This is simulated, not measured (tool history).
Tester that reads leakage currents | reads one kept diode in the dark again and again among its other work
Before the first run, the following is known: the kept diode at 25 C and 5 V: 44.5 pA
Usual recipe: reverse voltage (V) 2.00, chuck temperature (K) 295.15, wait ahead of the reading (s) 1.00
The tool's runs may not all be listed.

run   hour  reverse voltage (V)  chuck temperature (K)  wait ahead of the reading (s)  current that the tester gives (pA)
  1    0.0                 2.00                 295.15                           1.00                               23.85
       9.7  -- tester calibrated
  2   45.1                 2.00                 295.15                           1.00                               23.92
  3   73.5                 2.00                 295.15                           1.00                               23.97
  4  109.3                 2.00                 295.15                           1.00                               23.82
  5  163.4                 2.00                 295.15                           2.33                               23.88
  6  199.1                 2.00                 295.15                           2.33                               23.66
  7  243.7                 2.00                 295.15                           2.33                               23.78
  8  287.9                 2.00                 295.15                           2.33                               23.76
  9  342.1                 2.00                 295.15                           0.30                               24.29
 10  395.7                 2.00                 295.15                           0.30                               24.43
 11  428.2                 2.00                 295.15                           5.20                               23.80
 12  460.9                 2.00                 295.15                           5.20                               23.89
 13  515.0                 9.26                 300.15                           5.20                               67.95
 14  560.8                 2.00                 331.15                           3.73                              342.42
 15  587.2                 2.00                 331.15                           3.73                              343.04
 16  630.3                 1.48                 295.15                           1.00                               21.09
 17  674.3                 1.48                 295.15                           1.00                               21.15
 18  728.5                 3.10                 315.15                           2.43                              135.97

Predict the results of run 19:
 19  770.9                 3.10                 315.15                           2.43                                   ?

Run 19 gave current that the tester gives (pA) 135.72.
Had the tool carried no hidden state, the very same run would have given current that the tester gives (pA) 135.93.

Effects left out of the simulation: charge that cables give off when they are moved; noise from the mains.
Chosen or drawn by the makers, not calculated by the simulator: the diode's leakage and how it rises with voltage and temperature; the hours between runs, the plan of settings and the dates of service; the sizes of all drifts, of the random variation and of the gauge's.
